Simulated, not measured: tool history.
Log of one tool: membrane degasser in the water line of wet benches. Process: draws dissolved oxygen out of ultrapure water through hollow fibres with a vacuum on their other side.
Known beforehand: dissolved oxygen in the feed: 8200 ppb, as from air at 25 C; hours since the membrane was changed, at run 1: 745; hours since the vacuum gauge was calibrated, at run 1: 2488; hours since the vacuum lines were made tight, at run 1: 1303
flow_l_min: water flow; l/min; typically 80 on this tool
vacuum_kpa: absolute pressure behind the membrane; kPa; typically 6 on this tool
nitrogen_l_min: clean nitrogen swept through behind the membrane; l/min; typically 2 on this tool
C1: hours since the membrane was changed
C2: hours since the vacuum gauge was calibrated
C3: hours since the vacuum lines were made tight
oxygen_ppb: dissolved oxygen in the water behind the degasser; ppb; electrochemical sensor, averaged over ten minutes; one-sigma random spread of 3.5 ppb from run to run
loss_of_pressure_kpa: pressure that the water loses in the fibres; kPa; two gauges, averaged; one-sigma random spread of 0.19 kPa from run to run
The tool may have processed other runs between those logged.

Run 1, hour 0: usual settings; C1 745; C2 2488; C3 1303. Result: oxygen_ppb 364.5 ppb, loss_of_pressure_kpa 38.88 kPa.
Run 2, hour 40.6: usual settings; C1 785; C2 2529; C3 1343. Result: oxygen_ppb 359.9 ppb, loss_of_pressure_kpa 38.78 kPa.
Run 3, hour 87: usual settings; C1 832; C2 2576; C3 1390. Result: oxygen_ppb 360.8 ppb, loss_of_pressure_kpa 38.81 kPa.
Run 4, hour 130.8: usual settings; C1 875; C2 2619; C3 1433. Result: oxygen_ppb 355.5 ppb, loss_of_pressure_kpa 38.86 kPa.
Run 5, hour 176.1: usual settings; C1 921; C2 2665; C3 1479. Result: oxygen_ppb 357.5 ppb, loss_of_pressure_kpa 39.21 kPa.
Run 6, hour 222: usual settings; C1 967; C2 2710; C3 1525. Result: oxygen_ppb 361.1 ppb, loss_of_pressure_kpa 39.07 kPa.
Run 7, hour 251.9: usual settings; C1 997; C2 2740; C3 1555. Result: oxygen_ppb 365 ppb, loss_of_pressure_kpa 38.89 kPa.
Run 8, hour 280.7: usual settings but vacuum_kpa 3.92 kPa; C1 1025; C2 2769; C3 1583. Result: oxygen_ppb 206.6 ppb, loss_of_pressure_kpa 39 kPa.
Run 9, hour 302: usual settings; C1 1047; C2 2790; C3 1605. Result: oxygen_ppb 364.1 ppb, loss_of_pressure_kpa 39.01 kPa.
Run 10, hour 348.2: usual settings; C1 1093; C2 2837; C3 1651. Result: oxygen_ppb 364.6 ppb, loss_of_pressure_kpa 39.03 kPa.
Run 11, hour 392.9: usual settings; C1 1138; C2 2881; C3 1696. Result: oxygen_ppb 362.2 ppb, loss_of_pressure_kpa 39.05 kPa.
Run 12, hour 430.1: usual settings but nitrogen_l_min 3.04 l/min; C1 1175; C2 2919; C3 1733. Result: oxygen_ppb 303 ppb, loss_of_pressure_kpa 38.74 kPa.
Run 13, hour 479.7: usual settings but nitrogen_l_min 3.04 l/min; C1 1224; C2 2968; C3 1782. Result: oxygen_ppb 297.6 ppb, loss_of_pressure_kpa 39.42 kPa.
Run 14, hour 501.1: usual settings but vacuum_kpa 7.71 kPa; C1 1246; C2 2990; C3 1804. Result: oxygen_ppb 493.6 ppb, loss_of_pressure_kpa 39.24 kPa.
Run 15, hour 545.3: usual settings but vacuum_kpa 7.71 kPa; C1 1290; C2 3034; C3 1848. Result: oxygen_ppb 485.9 ppb, loss_of_pressure_kpa 39.04 kPa.
Run 16, hour 580.7: usual settings; C1 1325; C2 3069; C3 1883. Result: oxygen_ppb 369 ppb, loss_of_pressure_kpa 39.27 kPa.
Run 17, hour 604.3: usual settings but vacuum_kpa 6.77 kPa, nitrogen_l_min 1.39 l/min; C1 1349; C2 3093; C3 1907. Result: oxygen_ppb 510 ppb, loss_of_pressure_kpa 39 kPa.
Run 18, hour 643.8: usual settings but vacuum_kpa 6.77 kPa, nitrogen_l_min 1.39 l/min; C1 1388; C2 3132; C3 1947. Result: oxygen_ppb 511 ppb, loss_of_pressure_kpa 38.78 kPa.
Run 19, hour 667.1: usual settings but flow_l_min 52 l/min, nitrogen_l_min 1.26 l/min; C1 1412; C2 3156; C3 1970. Result: oxygen_ppb 266.3 ppb, loss_of_pressure_kpa 25.7 kPa.
Run 20, hour 694.5: usual settings but flow_l_min 65 l/min, vacuum_kpa 11.04 kPa, nitrogen_l_min 0.94 l/min; C1 1439; C2 3183; C3 1997. Result: oxygen_ppb 937.9 ppb, loss_of_pressure_kpa 31.65 kPa.
Run 21, hour 739.2: usual settings but flow_l_min 120 l/min, nitrogen_l_min 1.5 l/min; C1 1484; C2 3228; C3 2042. Result: oxygen_ppb 747.2 ppb, loss_of_pressure_kpa 58.51 kPa.
Run 22, hour 770: usual settings but flow_l_min 120 l/min, nitrogen_l_min 1.5 l/min; C1 1515; C2 3258; C3 2073. Result: oxygen_ppb 766.4 ppb, loss_of_pressure_kpa 58.81 kPa.

Run 23 is up next; what results do you expect?
Run 23, hour 792.9: usual settings but flow_l_min 120 l/min, nitrogen_l_min 1.5 l/min; C1 1538; C2 3281; C3 2096. Result: oxygen_ppb ?, loss_of_pressure_kpa ?.

oxygen_ppb: 749.9 ppb
loss_of_pressure_kpa: 58.85 kPa
The same run, on a tool lacking any hidden state, would have yielded oxygen_ppb 718.5 ppb, loss_of_pressure_kpa 58.29 kPa.
